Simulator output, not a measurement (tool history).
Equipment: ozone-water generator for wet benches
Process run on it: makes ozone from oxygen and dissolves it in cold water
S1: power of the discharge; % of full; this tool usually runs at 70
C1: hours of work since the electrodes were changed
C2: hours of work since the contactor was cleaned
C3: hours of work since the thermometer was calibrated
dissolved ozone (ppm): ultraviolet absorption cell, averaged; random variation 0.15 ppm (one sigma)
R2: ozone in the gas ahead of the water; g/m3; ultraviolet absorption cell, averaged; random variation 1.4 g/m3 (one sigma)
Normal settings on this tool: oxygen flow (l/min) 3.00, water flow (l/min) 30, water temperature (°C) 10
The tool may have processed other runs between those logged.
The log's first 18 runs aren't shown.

{"run": 19, "hour": 1100.5, "S1": 70, "oxygen flow (l/min)": 4.26, "water flow (l/min)": 35, "water temperature (°C)": 10, "C1": 1360, "C2": 3128, "C3": 2943, "dissolved ozone (ppm)": 18.2, "R2": 235.4}
{"run": 20, "hour": 1179.3, "S1": 99, "oxygen flow (l/min)": 4.26, "water flow (l/min)": 35, "water temperature (°C)": 16, "C1": 1427, "C2": 3196, "C3": 3011, "dissolved ozone (ppm)": 21.5, "R2": 291.0}
{"run": 21, "hour": 1235.9, "S1": 90, "oxygen flow (l/min)": 3.0, "water flow (l/min)": 30, "water temperature (°C)": 7, "C1": 1476, "C2": 3245, "C3": 3060, "dissolved ozone (ppm)": 22.2, "R2": 314.6}
{"run": 22, "hour": 1279.2, "S1": 90, "oxygen flow (l/min)": 3.0, "water flow (l/min)": 30, "water temperature (°C)": 7, "C1": 1513, "C2": 3282, "C3": 3097, "dissolved ozone (ppm)": 22.1, "R2": 314.0}
{"run": 23, "hour": 1330.9, "S1": 53, "oxygen flow (l/min)": 3.0, "water flow (l/min)": 43, "water temperature (°C)": 7, "C1": 1558, "C2": 3327, "C3": 3142, "dissolved ozone (ppm)": 10.5, "R2": 225.9}
{"run": 24, "hour": 1377.3, "S1": 65, "oxygen flow (l/min)": 2.81, "water flow (l/min)": 30, "water temperature (°C)": 10, "C1": 1598, "C2": 3366, "C3": 3182, "dissolved ozone (ppm)": 17.2, "R2": 263.6}
{"run": 25, "hour": 1427.3, "S1": 65, "oxygen flow (l/min)": 2.81, "water flow (l/min)": 30, "water temperature (°C)": 10, "C1": 1641, "C2": 3410, "C3": 3225, "dissolved ozone (ppm)": 17.2, "R2": 264.8}
{"run": 26, "hour": 1465.4, "S1": 42, "oxygen flow (l/min)": 1.57, "water flow (l/min)": 30, "water temperature (°C)": 5, "C1": 1674, "C2": 3442, "C3": 3258, "dissolved ozone (ppm)": 10.2, "R2": 251.6}
{"run": 27, "hour": 1529.0, "S1": 45, "oxygen flow (l/min)": 5.18, "water flow (l/min)": 43, "water temperature (°C)": 5, "C1": 1729, "C2": 3497, "C3": 3312, "dissolved ozone (ppm)": 12.4, "R2": 167.9}
{"run": 28, "hour": 1576.4, "S1": 45, "oxygen flow (l/min)": 5.18, "water flow (l/min)": 43, "water temperature (°C)": 5, "C1": 1770, "C2": 3538, "C3": 3353, "dissolved ozone (ppm)": 12.4, "R2": 166.3}
{"run": 29, "hour": 1611.6, "S1": 70, "oxygen flow (l/min)": 5.06, "water flow (l/min)": 42, "water temperature (°C)": 7, "C1": 1800, "C2": 3568, "C3": 3384, "dissolved ozone (ppm)": 16.3, "R2": 221.1}
{"run": 30, "hour": 1681.0, "S1": 70, "oxygen flow (l/min)": 5.06, "water flow (l/min)": 42, "water temperature (°C)": 7, "C1": 1860, "C2": 3628, "C3": 3443, "dissolved ozone (ppm)": 16.3, "R2": 219.9}
{"run": 31, "hour": 1719.0, "S1": 70, "oxygen flow (l/min)": 5.06, "water flow (l/min)": 42, "water temperature (°C)": 7, "C1": 1893, "C2": 3661, "C3": 3476, "dissolved ozone (ppm)": 16.4, "R2": 221.1}
{"run": 32, "hour": 1794.4, "S1": 98, "oxygen flow (l/min)": 2.13, "water flow (l/min)": 40, "water temperature (°C)": 8, "C1": 1957, "C2": 3726, "C3": 3541, "dissolved ozone (ppm)": 14.1, "R2": 379.6}

5 options for the next run, each taken on its own from the tool as it stands now. Forecast them:
{"run": "A", "hour": 1847.6, "S1": 77, "oxygen flow (l/min)": 3.9, "water flow (l/min)": 30, "water temperature (°C)": 13, "C1": 2003, "C2": 3772, "C3": 3587, "dissolved ozone (ppm)": "?", "R2": "?"}
{"run": "B", "hour": 1847.6, "S1": 70, "oxygen flow (l/min)": 3.0, "water flow (l/min)": 30, "water temperature (°C)": 11, "C1": 2003, "C2": 3772, "C3": 3587, "dissolved ozone (ppm)": "?", "R2": "?"}
{"run": "C", "hour": 1847.6, "S1": 73, "oxygen flow (l/min)": 3.28, "water flow (l/min)": 30, "water temperature (°C)": 10, "C1": 2003, "C2": 3772, "C3": 3587, "dissolved ozone (ppm)": "?", "R2": "?"}
{"run": "D", "hour": 1847.6, "S1": 62, "oxygen flow (l/min)": 3.0, "water flow (l/min)": 30, "water temperature (°C)": 5, "C1": 2003, "C2": 3772, "C3": 3587, "dissolved ozone (ppm)": "?", "R2": "?"}
{"run": "E", "hour": 1847.6, "S1": 70, "oxygen flow (l/min)": 3.0, "water flow (l/min)": 30, "water temperature (°C)": 9, "C1": 2003, "C2": 3772, "C3": 3587, "dissolved ozone (ppm)": "?", "R2": "?"}

run=A dissolved_ozone_(ppm)=21.7 R2=258.0
run=B dissolved_ozone_(ppm)=18.4 R2=269.3
run=C dissolved_ozone_(ppm)=19.7 R2=263.8
run=D dissolved_ozone_(ppm)=17.8 R2=248.1
run=E dissolved_ozone_(ppm)=19.1 R2=271.0
With the hidden condition removed and each run's random variation left untouched, the same runs would have given:
run=A dissolved_ozone_(ppm)=21.7 R2=258.2
run=B dissolved_ozone_(ppm)=18.5 R2=269.5
run=C dissolved_ozone_(ppm)=19.7 R2=263.9
run=D dissolved_ozone_(ppm)=17.9 R2=248.3
run=E dissolved_ozone_(ppm)=19.1 R2=271.2
